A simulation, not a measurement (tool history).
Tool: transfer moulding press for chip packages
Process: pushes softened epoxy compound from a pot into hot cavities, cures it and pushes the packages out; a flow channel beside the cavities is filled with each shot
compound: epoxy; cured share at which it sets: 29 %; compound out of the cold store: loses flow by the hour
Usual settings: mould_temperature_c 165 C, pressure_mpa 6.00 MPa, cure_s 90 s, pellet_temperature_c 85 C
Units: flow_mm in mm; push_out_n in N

run     day  mould_temperature_c  pressure_mpa  cure_s  pellet_temperature_c  incoming compound's hours out of the cold store  flow_mm  push_out_n
  1   0.000                  165          6.00      90                    85                                             29.9      765         420
  2   0.562                  165          6.00      90                    85                                             46.8      706         471
  3   1.146                  165          6.00      90                    85                                             39.0      735         499
  4   1.533                  165          6.00      90                    85                                             46.0      707         538
  5   1.921                  165          6.64      90                    85                                             29.3      808         566
      2.071  -- cavities cleaned with cleaning compound and waxed
  6   2.300                  165          6.64      90                    85                                             13.6      869         389
  7   2.867                  165          6.64      90                    85                                             39.7      758         444
  8   3.308                  165          6.00      72                    85                                              9.5      841         678
  9   3.875                  165          6.00      72                    85                                             10.7      823         730
 10   4.154                  165          6.00      90                    85                                             34.8      738         511
 11   4.462                  165          6.00      90                    85                                             43.5      700         553
      4.571  -- cavities cleaned with cleaning compound and waxed
 12   5.142                  165          6.00      90                    85                                             22.0      777         426
 13   5.746                  165          6.00      90                    85                                             22.6      773         490
 14   6.379                  165          6.00      90                    85                                             20.9      779         533
 15   6.712                  165          6.00      90                    85                                             42.4      701         519
      7.071  -- cavities cleaned with cleaning compound and waxed
 16   7.133                  165          5.55      90                    88                                             32.9      711         363
 17   7.675                  159          6.84      76                    79                                             13.0      887         797
 18   8.021                  159          6.84      76                    79                                             17.4      878         837
 19   8.646                  162          4.84      71                    87                                             34.8      658         812
 20   9.279                  165          5.81      90                    84                                             29.3      729         544
      9.542  -- cavities cleaned with cleaning compound and waxed
 21   9.867                  165          5.81      90                    84                                             22.2      758         399
 22  10.175                  165          6.00     115                    85                                             19.7      778         423
 23  10.446                  165          6.00     115                    85                                             36.8      728         438
 24  10.796                  165          6.39      91                    78                                             32.8      746         513
 25  11.096                  165          6.15      94                    81                                             10.6      822         514
 26  11.729                  167          6.00      72                    85                                             28.8      731         654
     12.050  -- cavities cleaned with cleaning compound and waxed
 27  12.175                  167          6.00      72                    85                                             39.2      696         450
 28  12.658                  171          6.32      90                    82                                             38.6      729         409
 29  13.096                  165          6.17      90                    85                                             36.4      720         480

3 ways to go on from here, each from the tool as it stands after run 29. What would each give?
  A  13.546                  165          4.56      71                    85                                             14.4        ?           ?
  B  13.546                  165          5.62      92                    85                                             47.9        ?           ?
  C  13.546                  158          4.88      90                    85                                             16.1        ?           ?

run  flow_mm  push_out_n
  A      684         699
  B      644         506
  C      729         679
Without the tool's hidden state the same runs would have given:
run  flow_mm  push_out_n
  A      728         523
  B      686         356
  C      776         508
